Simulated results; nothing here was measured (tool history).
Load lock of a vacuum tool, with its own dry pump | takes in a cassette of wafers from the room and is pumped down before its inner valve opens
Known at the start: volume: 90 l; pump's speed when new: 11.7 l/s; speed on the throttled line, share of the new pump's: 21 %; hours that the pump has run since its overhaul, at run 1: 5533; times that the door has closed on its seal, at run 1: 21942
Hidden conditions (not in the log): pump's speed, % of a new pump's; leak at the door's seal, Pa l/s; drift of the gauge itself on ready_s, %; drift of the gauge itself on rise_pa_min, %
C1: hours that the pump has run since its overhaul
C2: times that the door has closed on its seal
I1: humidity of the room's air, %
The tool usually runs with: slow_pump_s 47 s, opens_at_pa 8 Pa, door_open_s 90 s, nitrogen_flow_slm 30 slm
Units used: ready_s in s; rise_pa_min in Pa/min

Run 1, hour 0: usual settings; C1 5533; C2 21942; I1 41.8. Result: ready_s 109.7 s, rise_pa_min 0.015 Pa/min.
Run 2, hour 481: usual settings; C1 6014; C2 22468; I1 47. Result: ready_s 110 s, rise_pa_min 0.02 Pa/min.
Run 3, hour 827.6: usual settings but nitrogen_flow_slm 4 slm; C1 6361; C2 22847; I1 43.1. Result: ready_s 109.3 s, rise_pa_min 0.031 Pa/min.
Run 4, hour 1060: usual settings but nitrogen_flow_slm 4 slm; C1 6593; C2 23102; I1 43.9. Result: ready_s 110.3 s, rise_pa_min 0.026 Pa/min.
Run 5, hour 1419.6: usual settings but door_open_s 80 s; C1 6953; C2 23495; I1 43.9. Result: ready_s 108.9 s, rise_pa_min 0.01 Pa/min.
Run 6, hour 1663.5: usual settings but slow_pump_s 41 s; C1 7197; C2 23762; I1 45.8. Result: ready_s 105.6 s, rise_pa_min 0.018 Pa/min.
Run 7, hour 2018.1: usual settings but slow_pump_s 41 s; C1 7551; C2 24149; I1 45.3. Result: ready_s 106.4 s, rise_pa_min 0.014 Pa/min.
Run 8, hour 2253: usual settings but slow_pump_s 41 s; C1 7786; C2 24406; I1 44. Result: ready_s 104.9 s, rise_pa_min 0.019 Pa/min.
Run 9, hour 2664.8: usual settings but slow_pump_s 41 s; C1 8198; C2 24856; I1 45.2. Result: ready_s 104.4 s, rise_pa_min 0.014 Pa/min.
Run 10, hour 2963.1: usual settings but slow_pump_s 41 s; C1 8496; C2 25183; I1 43.2. Result: ready_s 107.1 s, rise_pa_min 0.018 Pa/min.
Run 11, hour 3412.3: usual settings; C1 8945; C2 25674; I1 44.7. Result: ready_s 109.6 s, rise_pa_min 0.017 Pa/min.
Run 12, hour 3960.1: usual settings; C1 9493; C2 26273; I1 46. Result: ready_s 110.9 s, rise_pa_min 0.015 Pa/min.
Run 13, hour 4265.1: usual settings; C1 9798; C2 26606; I1 48.1. Result: ready_s 110.4 s, rise_pa_min 0.018 Pa/min.
Run 14, hour 4819.4: usual settings but opens_at_pa 10 Pa; C1 10353; C2 27212; I1 47. Result: ready_s 108.3 s, rise_pa_min 0.016 Pa/min.
Run 15, hour 5214.5: usual settings but opens_at_pa 10 Pa; C1 10748; C2 27645; I1 45.5. Result: ready_s 108.9 s, rise_pa_min 0.015 Pa/min.
Run 16, hour 5539.4: usual settings but opens_at_pa 10 Pa; C1 11073; C2 28000; I1 43.2. Result: ready_s 108 s, rise_pa_min 0.017 Pa/min.
Run 17, hour 5834.5: usual settings but opens_at_pa 10 Pa; C1 11368; C2 28323; I1 45. Result: ready_s 108.3 s, rise_pa_min 0.02 Pa/min.
Run 18, hour 6210.9: usual settings; C1 11744; C2 28734; I1 48.8. Result: ready_s 110.3 s, rise_pa_min 0.015 Pa/min.
Run 19, hour 6679.4: usual settings but slow_pump_s 50 s, nitrogen_flow_slm 6 slm; C1 12213; C2 29246; I1 46.5. Result: ready_s 112.3 s, rise_pa_min 0.027 Pa/min.
Run 20, hour 6988.8: usual settings but slow_pump_s 50 s, nitrogen_flow_slm 6 slm; C1 12522; C2 29585; I1 41.5. Result: ready_s 112.5 s, rise_pa_min 0.025 Pa/min.
Run 21, hour 7415.9: usual settings but slow_pump_s 30 s, opens_at_pa 10 Pa, door_open_s 28 s, nitrogen_flow_slm 8 slm; C1 12949; C2 30052; I1 45.9. Result: ready_s 95 s, rise_pa_min 0.013 Pa/min.
Run 22, hour 7908.2: usual settings but slow_pump_s 34 s, opens_at_pa 13 Pa, door_open_s 92 s, nitrogen_flow_slm 8 slm; C1 13441; C2 30590; I1 48.3. Result: ready_s 96 s, rise_pa_min 0.028 Pa/min.
Run 23, hour 8311.3: usual settings but slow_pump_s 34 s, opens_at_pa 13 Pa, door_open_s 92 s, nitrogen_flow_slm 8 slm; C1 13844; C2 31031; I1 48.1. Result: ready_s 96.8 s, rise_pa_min 0.028 Pa/min.
Run 24, hour 8726.3: usual settings but slow_pump_s 34 s, opens_at_pa 13 Pa, door_open_s 92 s, nitrogen_flow_slm 8 slm; C1 14259; C2 31485; I1 44.7. Result: ready_s 95 s, rise_pa_min 0.028 Pa/min.
Run 25, hour 9039.3: usual settings but slow_pump_s 50 s, door_open_s 27 s; C1 14572; C2 31827; I1 45.9. Result: ready_s 112 s, rise_pa_min 0.01 Pa/min.
Run 26, hour 9497.2: usual settings but opens_at_pa 15 Pa; C1 15030; C2 32328; I1 46.6. Result: ready_s 104.4 s, rise_pa_min 0.018 Pa/min.
Run 27, hour 9960.4: usual settings but slow_pump_s 46 s, opens_at_pa 10 Pa; C1 15494; C2 32834; I1 46.9. Result: ready_s 106.8 s, rise_pa_min 0.017 Pa/min.
Run 28, hour 10468.2: usual settings but nitrogen_flow_slm 9 slm; C1 16001; C2 33389; I1 44.1. Result: ready_s 109.9 s, rise_pa_min 0.031 Pa/min.
Run 29, hour 10933.6: usual settings but nitrogen_flow_slm 9 slm; C1 16467; C2 33898; I1 44.5. Result: ready_s 110.9 s, rise_pa_min 0.022 Pa/min.
At hour 11127.6: dry pump taken out, an overhauled one fitted.
Run 30, hour 11317.5: usual settings but opens_at_pa 7 Pa; C1 190; C2 34312; I1 43.2. Result: ready_s 111.7 s, rise_pa_min 0.017 Pa/min.
Run 31, hour 11812.3: usual settings but slow_pump_s 38 s; C1 685; C2 34853; I1 45.8. Result: ready_s 102.3 s, rise_pa_min 0.018 Pa/min.
Run 32, hour 12065.4: usual settings but slow_pump_s 48 s; C1 938; C2 35129; I1 47.1. Result: ready_s 111.1 s, rise_pa_min 0.02 Pa/min.
Run 33, hour 12616.4: usual settings but slow_pump_s 89 s, opens_at_pa 10 Pa, nitrogen_flow_slm 26 slm; C1 1489; C2 35732; I1 43.7. Result: ready_s 141.9 s, rise_pa_min 0.021 Pa/min.
Run 34, hour 12849.4: usual settings but slow_pump_s 89 s, opens_at_pa 10 Pa, nitrogen_flow_slm 26 slm; C1 1722; C2 35987; I1 49.2. Result: ready_s 141.4 s, rise_pa_min 0.021 Pa/min.
Run 35, hour 13321: usual settings but slow_pump_s 89 s, nitrogen_flow_slm 5 slm; C1 2193; C2 36502; I1 45.9. Result: ready_s 143.8 s, rise_pa_min 0.029 Pa/min.
Run 36, hour 13625.8: usual settings but slow_pump_s 89 s, nitrogen_flow_slm 5 slm; C1 2498; C2 36836; I1 47.5. Result: ready_s 143.9 s, rise_pa_min 0.027 Pa/min.

Across each entry between runs, compare the hidden state at the last listed run before it with the hidden state at the first listed run after it:
Run 29 -> run 30: dry pump taken out, an overhauled one fitted (hour 11127.6)
  pump's speed, % of a new pump's: 99.9 -> 100; leak at the door's seal, Pa l/s: 0.004 -> 0.0041
